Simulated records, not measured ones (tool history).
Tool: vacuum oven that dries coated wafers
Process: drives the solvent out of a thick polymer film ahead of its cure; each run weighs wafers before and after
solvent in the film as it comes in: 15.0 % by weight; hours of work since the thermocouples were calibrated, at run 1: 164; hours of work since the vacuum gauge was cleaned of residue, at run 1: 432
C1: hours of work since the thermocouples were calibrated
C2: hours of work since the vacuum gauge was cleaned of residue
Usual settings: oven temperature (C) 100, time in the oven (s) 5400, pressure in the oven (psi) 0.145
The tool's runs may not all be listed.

run 1 hour=0.0 | oven_temperature_(C)=100 time_in_the_oven_(s)=5400 pressure_in_the_oven_(psi)=0.145 | C1=164 C2=432 | solvent_left_in_the_film_(%)=1.50
run 2 hour=48.3 | oven_temperature_(C)=100 time_in_the_oven_(s)=5400 pressure_in_the_oven_(psi)=0.145 | C1=189 C2=457 | solvent_left_in_the_film_(%)=1.52
run 3 hour=100.0 | oven_temperature_(C)=100 time_in_the_oven_(s)=5400 pressure_in_the_oven_(psi)=0.145 | C1=216 C2=484 | solvent_left_in_the_film_(%)=1.53
run 4 hour=149.5 | oven_temperature_(C)=113 time_in_the_oven_(s)=5400 pressure_in_the_oven_(psi)=0.145 | C1=242 C2=510 | solvent_left_in_the_film_(%)=0.67
run 5 hour=196.2 | oven_temperature_(C)=113 time_in_the_oven_(s)=5400 pressure_in_the_oven_(psi)=0.145 | C1=266 C2=534 | solvent_left_in_the_film_(%)=0.74
run 6 hour=239.4 | oven_temperature_(C)=100 time_in_the_oven_(s)=5040 pressure_in_the_oven_(psi)=0.145 | C1=289 C2=557 | solvent_left_in_the_film_(%)=1.59
run 7 hour=269.7 | oven_temperature_(C)=100 time_in_the_oven_(s)=5040 pressure_in_the_oven_(psi)=0.145 | C1=305 C2=573 | solvent_left_in_the_film_(%)=1.51
run 8 hour=319.1 | oven_temperature_(C)=100 time_in_the_oven_(s)=5040 pressure_in_the_oven_(psi)=0.145 | C1=331 C2=598 | solvent_left_in_the_film_(%)=1.58
run 9 hour=373.2 | oven_temperature_(C)=100 time_in_the_oven_(s)=7440 pressure_in_the_oven_(psi)=0.145 | C1=359 C2=627 | solvent_left_in_the_film_(%)=1.23
run 10 hour=410.2 | oven_temperature_(C)=100 time_in_the_oven_(s)=7440 pressure_in_the_oven_(psi)=0.145 | C1=378 C2=646 | solvent_left_in_the_film_(%)=1.22
run 11 hour=458.8 | oven_temperature_(C)=100 time_in_the_oven_(s)=7440 pressure_in_the_oven_(psi)=0.145 | C1=404 C2=672 | solvent_left_in_the_film_(%)=1.20
run 12 hour=507.8 | oven_temperature_(C)=100 time_in_the_oven_(s)=7440 pressure_in_the_oven_(psi)=0.145 | C1=429 C2=697 | solvent_left_in_the_film_(%)=1.23
run 13 hour=555.7 | oven_temperature_(C)=100 time_in_the_oven_(s)=7440 pressure_in_the_oven_(psi)=0.145 | C1=454 C2=722 | solvent_left_in_the_film_(%)=1.21
run 14 hour=586.5 | oven_temperature_(C)=100 time_in_the_oven_(s)=7440 pressure_in_the_oven_(psi)=0.145 | C1=471 C2=738 | solvent_left_in_the_film_(%)=1.25
run 15 hour=640.9 | oven_temperature_(C)=100 time_in_the_oven_(s)=5400 pressure_in_the_oven_(psi)=0.145 | C1=499 C2=767 | solvent_left_in_the_film_(%)=1.51
run 16 hour=678.1 | oven_temperature_(C)=100 time_in_the_oven_(s)=5400 pressure_in_the_oven_(psi)=0.145 | C1=518 C2=786 | solvent_left_in_the_film_(%)=1.61
run 17 hour=705.0 | oven_temperature_(C)=100 time_in_the_oven_(s)=5400 pressure_in_the_oven_(psi)=0.145 | C1=532 C2=800 | solvent_left_in_the_film_(%)=1.57
run 18 hour=746.0 | oven_temperature_(C)=100 time_in_the_oven_(s)=5400 pressure_in_the_oven_(psi)=0.145 | C1=554 C2=822 | solvent_left_in_the_film_(%)=1.53
run 19 hour=781.4 | oven_temperature_(C)=100 time_in_the_oven_(s)=5400 pressure_in_the_oven_(psi)=0.145 | C1=572 C2=840 | solvent_left_in_the_film_(%)=1.52
run 20 hour=805.2 | oven_temperature_(C)=100 time_in_the_oven_(s)=5400 pressure_in_the_oven_(psi)=0.145 | C1=585 C2=853 | solvent_left_in_the_film_(%)=1.56
run 21 hour=837.9 | oven_temperature_(C)=100 time_in_the_oven_(s)=5400 pressure_in_the_oven_(psi)=0.273 | C1=602 C2=870 | solvent_left_in_the_film_(%)=2.39
run 22 hour=879.5 | oven_temperature_(C)=101 time_in_the_oven_(s)=5400 pressure_in_the_oven_(psi)=0.145 | C1=624 C2=892 | solvent_left_in_the_film_(%)=1.45
run 23 hour=907.5 | oven_temperature_(C)=108 time_in_the_oven_(s)=4620 pressure_in_the_oven_(psi)=0.278 | C1=638 C2=906 | solvent_left_in_the_film_(%)=1.70
run 24 hour=950.5 | oven_temperature_(C)=90 time_in_the_oven_(s)=4620 pressure_in_the_oven_(psi)=0.074 | C1=661 C2=929 | solvent_left_in_the_film_(%)=3.12
run 25 hour=982.7 | oven_temperature_(C)=101 time_in_the_oven_(s)=4620 pressure_in_the_oven_(psi)=0.103 | C1=678 C2=945 | solvent_left_in_the_film_(%)=1.45
run 26 hour=1027.7 | oven_temperature_(C)=101 time_in_the_oven_(s)=4620 pressure_in_the_oven_(psi)=0.103 | C1=701 C2=969 | solvent_left_in_the_film_(%)=1.48
run 27 hour=1059.5 | oven_temperature_(C)=101 time_in_the_oven_(s)=4620 pressure_in_the_oven_(psi)=0.103 | C1=718 C2=986 | solvent_left_in_the_film_(%)=1.40
run 28 hour=1099.9 | oven_temperature_(C)=110 time_in_the_oven_(s)=2700 pressure_in_the_oven_(psi)=0.103 | C1=739 C2=1007 | solvent_left_in_the_film_(%)=1.39
run 29 hour=1134.7 | oven_temperature_(C)=114 time_in_the_oven_(s)=7800 pressure_in_the_oven_(psi)=0.455 | C1=757 C2=1025 | solvent_left_in_the_film_(%)=1.97
run 30 hour=1177.6 | oven_temperature_(C)=93 time_in_the_oven_(s)=4560 pressure_in_the_oven_(psi)=0.102 | C1=780 C2=1047 | solvent_left_in_the_film_(%)=2.71
-- hour=1184.3 oven's thermocouples calibrated
run 31 hour=1207.8 | oven_temperature_(C)=90 time_in_the_oven_(s)=7080 pressure_in_the_oven_(psi)=0.175 | C1=12 C2=1062 | solvent_left_in_the_film_(%)=2.66
run 32 hour=1239.8 | oven_temperature_(C)=87 time_in_the_oven_(s)=9060 pressure_in_the_oven_(psi)=0.241 | C1=29 C2=1079 | solvent_left_in_the_film_(%)=3.25
-- hour=1264.5 oven's thermocouples calibrated, once more
run 33 hour=1264.5 | oven_temperature_(C)=99 time_in_the_oven_(s)=7560 pressure_in_the_oven_(psi)=0.090 | C1=0 C2=1091 | solvent_left_in_the_film_(%)=1.13
run 34 hour=1290.4 | oven_temperature_(C)=99 time_in_the_oven_(s)=7560 pressure_in_the_oven_(psi)=0.090 | C1=14 C2=1104 | solvent_left_in_the_film_(%)=1.18
run 35 hour=1337.3 | oven_temperature_(C)=89 time_in_the_oven_(s)=4800 pressure_in_the_oven_(psi)=0.284 | C1=38 C2=1129 | solvent_left_in_the_film_(%)=5.32
run 36 hour=1385.3 | oven_temperature_(C)=89 time_in_the_oven_(s)=4800 pressure_in_the_oven_(psi)=0.284 | C1=63 C2=1154 | solvent_left_in_the_film_(%)=5.38
run 37 hour=1434.2 | oven_temperature_(C)=114 time_in_the_oven_(s)=9060 pressure_in_the_oven_(psi)=0.093 | C1=89 C2=1180 | solvent_left_in_the_film_(%)=0.69
run 38 hour=1479.0 | oven_temperature_(C)=100 time_in_the_oven_(s)=5400 pressure_in_the_oven_(psi)=0.441 | C1=112 C2=1203 | solvent_left_in_the_film_(%)=3.72
run 39 hour=1519.0 | oven_temperature_(C)=100 time_in_the_oven_(s)=3000 pressure_in_the_oven_(psi)=0.194 | C1=133 C2=1224 | solvent_left_in_the_film_(%)=3.58
run 40 hour=1573.9 | oven_temperature_(C)=90 time_in_the_oven_(s)=4740 pressure_in_the_oven_(psi)=0.084 | C1=162 C2=1253 | solvent_left_in_the_film_(%)=3.56
run 41 hour=1612.8 | oven_temperature_(C)=94 time_in_the_oven_(s)=7500 pressure_in_the_oven_(psi)=0.080 | C1=182 C2=1273 | solvent_left_in_the_film_(%)=1.49
run 42 hour=1652.5 | oven_temperature_(C)=100 time_in_the_oven_(s)=9240 pressure_in_the_oven_(psi)=0.145 | C1=203 C2=1294 | solvent_left_in_the_film_(%)=1.41
run 43 hour=1682.1 | oven_temperature_(C)=100 time_in_the_oven_(s)=4320 pressure_in_the_oven_(psi)=0.499 | C1=218 C2=1309 | solvent_left_in_the_film_(%)=4.41
run 44 hour=1730.6 | oven_temperature_(C)=87 time_in_the_oven_(s)=8820 pressure_in_the_oven_(psi)=0.538 | C1=244 C2=1335 | solvent_left_in_the_film_(%)=6.92

Forecast each of these 4 alternatives for the next run:
run A hour=1765.0 | oven_temperature_(C)=105 time_in_the_oven_(s)=5400 pressure_in_the_oven_(psi)=0.145 | C1=262 C2=1352 | solvent_left_in_the_film_(%)=?
run B hour=1765.0 | oven_temperature_(C)=101 time_in_the_oven_(s)=5400 pressure_in_the_oven_(psi)=0.419 | C1=262 C2=1352 | solvent_left_in_the_film_(%)=?
run C hour=1765.0 | oven_temperature_(C)=100 time_in_the_oven_(s)=2940 pressure_in_the_oven_(psi)=0.073 | C1=262 C2=1352 | solvent_left_in_the_film_(%)=?
run D hour=1765.0 | oven_temperature_(C)=90 time_in_the_oven_(s)=5400 pressure_in_the_oven_(psi)=0.145 | C1=262 C2=1352 | solvent_left_in_the_film_(%)=?

run=A solvent_left_in_the_film_(%)=1.34
run=B solvent_left_in_the_film_(%)=3.47
run=C solvent_left_in_the_film_(%)=2.97
run=D solvent_left_in_the_film_(%)=3.51
Without the tool's hidden state the same runs would have given:
run=A solvent_left_in_the_film_(%)=1.05
run=B solvent_left_in_the_film_(%)=3.15
run=C solvent_left_in_the_film_(%)=2.67
run=D solvent_left_in_the_film_(%)=3.08

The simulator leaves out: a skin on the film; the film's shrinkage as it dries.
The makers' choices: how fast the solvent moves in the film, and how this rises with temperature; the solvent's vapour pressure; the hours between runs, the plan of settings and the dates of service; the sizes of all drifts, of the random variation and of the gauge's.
